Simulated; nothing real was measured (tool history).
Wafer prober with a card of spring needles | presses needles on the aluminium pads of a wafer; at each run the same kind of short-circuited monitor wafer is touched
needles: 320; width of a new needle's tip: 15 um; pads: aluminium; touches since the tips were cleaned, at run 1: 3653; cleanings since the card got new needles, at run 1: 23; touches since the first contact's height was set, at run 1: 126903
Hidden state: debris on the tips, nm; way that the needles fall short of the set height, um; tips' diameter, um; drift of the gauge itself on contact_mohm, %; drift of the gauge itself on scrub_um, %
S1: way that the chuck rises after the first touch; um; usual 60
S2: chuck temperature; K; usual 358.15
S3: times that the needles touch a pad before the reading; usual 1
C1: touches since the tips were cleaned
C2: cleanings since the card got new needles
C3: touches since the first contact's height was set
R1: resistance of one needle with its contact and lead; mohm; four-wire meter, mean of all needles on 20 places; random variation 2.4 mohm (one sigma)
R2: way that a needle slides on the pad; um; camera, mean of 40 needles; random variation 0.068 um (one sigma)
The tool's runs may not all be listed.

Run 1, hour 0: usual settings; C1 3653; C2 23; C3 126903. Result: R1 280 mohm, R2 10.33 um.
At hour 3.9: tips cleaned on abrasive film.
At hour 22.3: tips cleaned on abrasive film.
At hour 41.2: tips cleaned on abrasive film.
At hour 59.6: tips cleaned on abrasive film.
Run 2, hour 67: usual settings; C1 2173; C2 27; C3 146627. Result: R1 275 mohm, R2 10.18 um.
At hour 78.4: tips cleaned on abrasive film.
At hour 95.7: tips cleaned on abrasive film.
At hour 111.1: tips cleaned on abrasive film.
Run 3, hour 111.1: usual settings; C1 0; C2 30; C3 159596. Result: R1 268 mohm, R2 10.22 um.
At hour 129.1: tips cleaned on abrasive film.
At hour 144.3: height of the first contact set anew.
At hour 148.2: tips cleaned on abrasive film.
Run 4, hour 159.2: usual settings; C1 3263; C2 32; C3 4377. Result: R1 280 mohm, R2 10.63 um.
At hour 166.8: tips cleaned on abrasive film.
At hour 184.9: tips cleaned on abrasive film.
At hour 203.6: tips cleaned on abrasive film.
Run 5, hour 208.3: usual settings; C1 1379; C2 35; C3 18835. Result: R1 275 mohm, R2 10.56 um.
At hour 219.7: tips cleaned on abrasive film.
At hour 234.8: tips cleaned on abrasive film.
Run 6, hour 248.6: usual settings; C1 4076; C2 37; C3 30704. Result: R1 285 mohm, R2 10.34 um.
At hour 251.9: tips cleaned on abrasive film.
At hour 269.9: tips cleaned on abrasive film.
At hour 288.2: tips cleaned on abrasive film.
At hour 306.4: tips cleaned on abrasive film.
Run 7, hour 317.8: usual settings but S1 50 um, S2 313.15 K; C1 3383; C2 41; C3 51113. Result: R1 279 mohm, R2 8.77 um.
At hour 321.7: tips cleaned on abrasive film.
At hour 340.3: tips cleaned on abrasive film.
At hour 357.8: tips cleaned on abrasive film.
At hour 376.2: tips cleaned on abrasive film.
Run 8, hour 388.8: usual settings but S1 48 um, S2 305.15 K, S3 2; C1 3727; C2 45; C3 72013. Result: R1 268 mohm, R2 8.28 um.
At hour 392.7: tips cleaned on abrasive film.
At hour 410.9: tips cleaned on abrasive film.
At hour 428.9: tips cleaned on abrasive film.
At hour 444: tips cleaned on abrasive film.
At hour 459.5: tips cleaned on abrasive film.
Run 9, hour 459.5: usual settings but S1 40 um, S2 300.15 K, S3 2; C1 0; C2 50; C3 92816. Result: R1 259 mohm, R2 6.91 um.
At hour 477.7: tips cleaned on abrasive film.
At hour 496.2: tips cleaned on abrasive film.
Run 10, hour 498.9: usual settings but S1 40 um, S2 300.15 K, S3 2; C1 804; C2 52; C3 104418. Result: R1 264 mohm, R2 6.85 um.
At hour 513.4: tips cleaned on abrasive film.
At hour 528.5: tips cleaned on abrasive film.
At hour 546.8: tips cleaned on abrasive film.
Run 11, hour 553.3: usual settings but S1 52 um, S2 299.15 K, S3 2; C1 1910; C2 55; C3 120448. Result: R1 264 mohm, R2 8.85 um.
At hour 564: tips cleaned on abrasive film.
At hour 582.8: tips cleaned on abrasive film.
At hour 601.2: tips cleaned on abrasive film.
Run 12, hour 607.3: usual settings but S1 52 um, S3 2; C1 1822; C2 58; C3 136369. Result: R1 275 mohm, R2 8.81 um.

Forecast each of these 5 alternatives for the next run:
At hour 618.4: tips cleaned on abrasive film.
At hour 636.6: tips cleaned on abrasive film.
At hour 655.1: tips cleaned on abrasive film.
Run A, hour 668.3: usual settings but S1 79 um, S3 2; C1 3903; C2 61; C3 154333. Result: R1 ?, R2 ?.
At hour 618.4: tips cleaned on abrasive film.
At hour 636.6: tips cleaned on abrasive film.
At hour 655.1: tips cleaned on abrasive film.
Run B, hour 668.3: usual settings but S1 70 um, S2 372.15 K, S3 2; C1 3903; C2 61; C3 154333. Result: R1 ?, R2 ?.
At hour 618.4: tips cleaned on abrasive film.
At hour 636.6: tips cleaned on abrasive film.
At hour 655.1: tips cleaned on abrasive film.
Run C, hour 668.3: usual settings but S1 65 um; C1 3903; C2 61; C3 154333. Result: R1 ?, R2 ?.
At hour 618.4: tips cleaned on abrasive film.
At hour 636.6: tips cleaned on abrasive film.
At hour 655.1: tips cleaned on abrasive film.
Run D, hour 668.3: usual settings but S1 49 um, S2 375.15 K, S3 3; C1 3903; C2 61; C3 154333. Result: R1 ?, R2 ?.
At hour 618.4: tips cleaned on abrasive film.
At hour 636.6: tips cleaned on abrasive film.
At hour 655.1: tips cleaned on abrasive film.
Run E, hour 668.3: usual settings but S1 71 um, S2 340.15 K; C1 3903; C2 61; C3 154333. Result: R1 ?, R2 ?.

run   R1     R2
  A  268  13.71
  B  279  11.91
  C  274  11.03
  D  283   8.28
  E  272  12.07
Without the tool's hidden state the same runs would have given:
run   R1     R2
  A  262  14.07
  B  271  12.26
  C  261  11.39
  D  275   8.64
  E  260  12.43
